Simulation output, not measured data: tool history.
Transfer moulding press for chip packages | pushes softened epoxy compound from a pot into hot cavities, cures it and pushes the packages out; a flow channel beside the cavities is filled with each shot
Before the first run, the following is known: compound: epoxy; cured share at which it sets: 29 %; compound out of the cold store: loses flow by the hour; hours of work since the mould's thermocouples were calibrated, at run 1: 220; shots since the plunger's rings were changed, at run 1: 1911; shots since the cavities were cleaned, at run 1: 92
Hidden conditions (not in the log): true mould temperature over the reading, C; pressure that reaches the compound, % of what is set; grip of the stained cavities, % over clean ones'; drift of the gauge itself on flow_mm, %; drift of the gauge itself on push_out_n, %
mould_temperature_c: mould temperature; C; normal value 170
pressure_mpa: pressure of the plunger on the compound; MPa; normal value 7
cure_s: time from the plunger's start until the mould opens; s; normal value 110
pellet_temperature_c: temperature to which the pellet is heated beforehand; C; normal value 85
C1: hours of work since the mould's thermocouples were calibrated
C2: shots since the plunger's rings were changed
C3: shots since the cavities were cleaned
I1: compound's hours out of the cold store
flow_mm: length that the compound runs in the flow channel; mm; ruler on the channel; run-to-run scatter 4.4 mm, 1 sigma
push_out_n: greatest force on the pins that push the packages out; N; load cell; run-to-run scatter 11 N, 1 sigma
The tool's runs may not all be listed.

run 1 hour=0 | mould_temperature_c=170 pressure_mpa=7 cure_s=110 pellet_temperature_c=85 | C1=220 C2=1911 C3=92 | I1=25.2 | flow_mm=488 push_out_n=564
run 2 hour=45.1 | mould_temperature_c=170 pressure_mpa=7 cure_s=110 pellet_temperature_c=85 | C1=245 C2=2315 C3=496 | I1=8.7 | flow_mm=531 push_out_n=845
-- hour=59.2 cavities cleaned with cleaning compound and waxed
run 3 hour=73.6 | mould_temperature_c=170 pressure_mpa=7 cure_s=110 pellet_temperature_c=85 | C1=260 C2=2556 C3=128 | I1=34.6 | flow_mm=454 push_out_n=625
run 4 hour=95.6 | mould_temperature_c=170 pressure_mpa=7 cure_s=110 pellet_temperature_c=85 | C1=272 C2=2753 C3=325 | I1=34.2 | flow_mm=461 push_out_n=757
-- hour=129.2 cavities cleaned with cleaning compound and waxed
run 5 hour=145.1 | mould_temperature_c=170 pressure_mpa=7 cure_s=110 pellet_temperature_c=85 | C1=298 C2=3183 C3=142 | I1=32.1 | flow_mm=461 push_out_n=622
run 6 hour=193.3 | mould_temperature_c=170 pressure_mpa=7 cure_s=110 pellet_temperature_c=85 | C1=325 C2=3615 C3=574 | I1=38.2 | flow_mm=452 push_out_n=867
-- hour=199.6 cavities cleaned with cleaning compound and waxed
run 7 hour=227.4 | mould_temperature_c=170 pressure_mpa=7 cure_s=110 pellet_temperature_c=85 | C1=343 C2=3906 C3=249 | I1=29.1 | flow_mm=460 push_out_n=684
-- hour=248.1 plunger's sealing rings changed
run 8 hour=258.6 | mould_temperature_c=170 pressure_mpa=7 cure_s=110 pellet_temperature_c=85 | C1=359 C2=95 C3=507 | I1=44.2 | flow_mm=451 push_out_n=832
-- hour=272.8 cavities cleaned with cleaning compound and waxed
run 9 hour=306.4 | mould_temperature_c=170 pressure_mpa=7 cure_s=110 pellet_temperature_c=85 | C1=384 C2=509 C3=301 | I1=9.2 | flow_mm=543 push_out_n=747
-- hour=342.4 cavities cleaned with cleaning compound and waxed
run 10 hour=342.4 | mould_temperature_c=170 pressure_mpa=7 cure_s=110 pellet_temperature_c=85 | C1=403 C2=818 C3=0 | I1=8.5 | flow_mm=542 push_out_n=522
run 11 hour=389 | mould_temperature_c=170 pressure_mpa=7 cure_s=110 pellet_temperature_c=86 | C1=429 C2=1235 C3=417 | I1=39.7 | flow_mm=459 push_out_n=808
-- hour=412.7 cavities cleaned with cleaning compound and waxed
run 12 hour=430.1 | mould_temperature_c=170 pressure_mpa=7 cure_s=110 pellet_temperature_c=86 | C1=451 C2=1589 C3=156 | I1=36.8 | flow_mm=454 push_out_n=632
run 13 hour=478 | mould_temperature_c=170 pressure_mpa=7 cure_s=110 pellet_temperature_c=86 | C1=477 C2=2018 C3=585 | I1=47.3 | flow_mm=438 push_out_n=766
-- hour=483.3 cavities cleaned with cleaning compound and waxed
run 14 hour=507 | mould_temperature_c=170 pressure_mpa=7 cure_s=110 pellet_temperature_c=85 | C1=492 C2=2264 C3=212 | I1=21.2 | flow_mm=495 push_out_n=733
run 15 hour=534.3 | mould_temperature_c=169 pressure_mpa=8.71 cure_s=91 pellet_temperature_c=85 | C1=507 C2=2509 C3=457 | I1=39.2 | flow_mm=512 push_out_n=1178
-- hour=552.7 cavities cleaned with cleaning compound and waxed
run 16 hour=567.9 | mould_temperature_c=173 pressure_mpa=8.33 cure_s=107 pellet_temperature_c=76 | C1=525 C2=2796 C3=136 | I1=16.2 | flow_mm=550 push_out_n=609
run 17 hour=610.4 | mould_temperature_c=166 pressure_mpa=6.51 cure_s=99 pellet_temperature_c=83 | C1=548 C2=3176 C3=516 | I1=38.6 | flow_mm=432 push_out_n=1239
-- hour=624.2 cavities cleaned with cleaning compound and waxed
run 18 hour=656.5 | mould_temperature_c=163 pressure_mpa=5.64 cure_s=115 pellet_temperature_c=76 | C1=573 C2=3576 C3=289 | I1=43.8 | flow_mm=399 push_out_n=987
run 19 hour=691.5 | mould_temperature_c=163 pressure_mpa=7 cure_s=110 pellet_temperature_c=85 | C1=592 C2=3889 C3=602 | I1=38.3 | flow_mm=454 push_out_n=1156
-- hour=695 cavities cleaned with cleaning compound and waxed
-- hour=715.7 plunger's sealing rings changed
run 20 hour=742.1 | mould_temperature_c=163 pressure_mpa=7 cure_s=110 pellet_temperature_c=85 | C1=618 C2=236 C3=399 | I1=45.2 | flow_mm=462 push_out_n=1112
-- hour=769.5 cavities cleaned with cleaning compound and waxed
run 21 hour=780 | mould_temperature_c=170 pressure_mpa=7.66 cure_s=110 pellet_temperature_c=78 | C1=638 C2=563 C3=95 | I1=9.8 | flow_mm=567 push_out_n=659
run 22 hour=807.6 | mould_temperature_c=163 pressure_mpa=8.02 cure_s=122 pellet_temperature_c=78 | C1=653 C2=810 C3=342 | I1=33.6 | flow_mm=517 push_out_n=936
-- hour=839.9 cavities cleaned with cleaning compound and waxed
run 23 hour=841.8 | mould_temperature_c=170 pressure_mpa=6.64 cure_s=96 pellet_temperature_c=85 | C1=671 C2=1102 C3=17 | I1=9.9 | flow_mm=519 push_out_n=692
run 24 hour=885.6 | mould_temperature_c=176 pressure_mpa=6.01 cure_s=96 pellet_temperature_c=90 | C1=695 C2=1494 C3=409 | I1=31.1 | flow_mm=425 push_out_n=731
-- hour=897.9 mould's thermocouples calibrated
-- hour=912.3 cavities cleaned with cleaning compound and waxed
run 25 hour=933.3 | mould_temperature_c=173 pressure_mpa=7 cure_s=110 pellet_temperature_c=93 | C1=19 C2=1890 C3=188 | I1=10.3 | flow_mm=522 push_out_n=649
run 26 hour=979.2 | mould_temperature_c=176 pressure_mpa=6.87 cure_s=121 pellet_temperature_c=90 | C1=44 C2=2300 C3=598 | I1=27.7 | flow_mm=471 push_out_n=708
-- hour=985 cavities cleaned with cleaning compound and waxed
run 27 hour=1012.4 | mould_temperature_c=163 pressure_mpa=5.82 cure_s=93 pellet_temperature_c=84 | C1=61 C2=2584 C3=245 | I1=24.9 | flow_mm=458 push_out_n=1590

How would selected steps in flow_mm from run to run divide? Give the signed amount a tool lacking its hidden state would still show from settings, what came in and random variation, and the signed amount left for the hidden state, including any gauge scatter that is not in both of the compared results.
Run 7 -> 8: plunger's sealing rings changed. flow_mm -9 mm: hidden state +21, all else -30.
Run 16 -> 17: mould_temperature_c 173 -> 166, pressure_mpa 8.33 -> 6.51, cure_s 107 -> 99, pellet_temperature_c 76 -> 83. flow_mm -118 mm: hidden state +3, all else -121.
Run 19 -> 20: cavities cleaned with cleaning compound and waxed, plunger's sealing rings changed. flow_mm +8 mm: hidden state +19, all else -11.
Run 20 -> 21: mould_temperature_c 163 -> 170, pressure_mpa 7 -> 7.66, pellet_temperature_c 85 -> 78, cavities cleaned with cleaning compound and waxed. flow_mm +105 mm: hidden state -4, all else +109.
